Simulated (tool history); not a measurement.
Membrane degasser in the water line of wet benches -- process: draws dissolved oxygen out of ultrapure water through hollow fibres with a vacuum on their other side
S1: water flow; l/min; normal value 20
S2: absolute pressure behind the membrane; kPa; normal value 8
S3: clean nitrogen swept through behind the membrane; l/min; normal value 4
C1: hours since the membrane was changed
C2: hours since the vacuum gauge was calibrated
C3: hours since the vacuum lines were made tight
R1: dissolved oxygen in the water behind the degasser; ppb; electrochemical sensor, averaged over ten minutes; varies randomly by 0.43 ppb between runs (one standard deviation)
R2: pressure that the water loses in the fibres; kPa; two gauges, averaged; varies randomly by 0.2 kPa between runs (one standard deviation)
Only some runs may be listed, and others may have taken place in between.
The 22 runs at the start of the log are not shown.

{"run": 23, "hour": 1147.2, "S1": 16, "S2": 18.37, "S3": 7.22, "C1": 1700, "C2": 2554, "C3": 7689, "R1": 84.4, "R2": 36.8}
{"run": 24, "hour": 1212.2, "S1": 16, "S2": 18.37, "S3": 7.22, "C1": 1765, "C2": 2619, "C3": 7754, "R1": 84.9, "R2": 36.75}
{"run": 25, "hour": 1252.1, "S1": 30, "S2": 8, "S3": 2.5, "C1": 1805, "C2": 2659, "C3": 7794, "R1": 171.3, "R2": 69.28}
{"run": 26, "hour": 1282.3, "S1": 13, "S2": 8.92, "S3": 10.32, "C1": 1835, "C2": 2689, "C3": 7824, "R1": 18.3, "R2": 30.06}
{"run": 27, "hour": 1329.7, "S1": 13, "S2": 8.92, "S3": 10.32, "C1": 1883, "C2": 2736, "C3": 7872, "R1": 18.2, "R2": 29.67}
{"run": 28, "hour": 1396.8, "S1": 13, "S2": 8.92, "S3": 10.32, "C1": 1950, "C2": 2804, "C3": 7939, "R1": 18.4, "R2": 29.5}
{"run": 29, "hour": 1462.9, "S1": 15, "S2": 17.4, "S3": 3.98, "C1": 2016, "C2": 2870, "C3": 8005, "R1": 132.8, "R2": 34.17}
{"run": 30, "hour": 1505.9, "S1": 15, "S2": 17.4, "S3": 3.98, "C1": 2059, "C2": 2913, "C3": 8048, "R1": 130.7, "R2": 34.42}
{"hour": 1569.6, "done": "gauge calibrated"}
{"run": 31, "hour": 1573.4, "S1": 15, "S2": 17.4, "S3": 3.98, "C1": 2127, "C2": 2980, "C3": 8115, "R1": 128.8, "R2": 34.77}

5 ways to go on from here, each from the tool as it stands after run 31. What would each give?
{"run": "A", "hour": 1610.0, "S1": 25, "S2": 8.9, "S3": 6.71, "C1": 2163, "C2": 3017, "C3": 8152, "R1": "?", "R2": "?"}
{"run": "B", "hour": 1610.0, "S1": 20, "S2": 8, "S3": 4, "C1": 2163, "C2": 3017, "C3": 8152, "R1": "?", "R2": "?"}
{"run": "C", "hour": 1610.0, "S1": 20, "S2": 8.86, "S3": 4, "C1": 2163, "C2": 3017, "C3": 8152, "R1": "?", "R2": "?"}
{"run": "D", "hour": 1610.0, "S1": 31, "S2": 17.79, "S3": 5.89, "C1": 2163, "C2": 3017, "C3": 8152, "R1": "?", "R2": "?"}
{"run": "E", "hour": 1610.0, "S1": 15, "S2": 14.23, "S3": 4.48, "C1": 2163, "C2": 3017, "C3": 8152, "R1": "?", "R2": "?"}

run=A R1=70.2 R2=58.28
run=B R1=64.2 R2=46.61
run=C R1=74 R2=46.36
run=D R1=227.6 R2=71.53
run=E R1=90.6 R2=34.78
Without the tool's hidden state the same runs would have given:
run=A R1=70.1 R2=58.34
run=B R1=64.2 R2=46.66
run=C R1=74 R2=46.41
run=D R1=227.5 R2=71.61
run=E R1=90.5 R2=34.82

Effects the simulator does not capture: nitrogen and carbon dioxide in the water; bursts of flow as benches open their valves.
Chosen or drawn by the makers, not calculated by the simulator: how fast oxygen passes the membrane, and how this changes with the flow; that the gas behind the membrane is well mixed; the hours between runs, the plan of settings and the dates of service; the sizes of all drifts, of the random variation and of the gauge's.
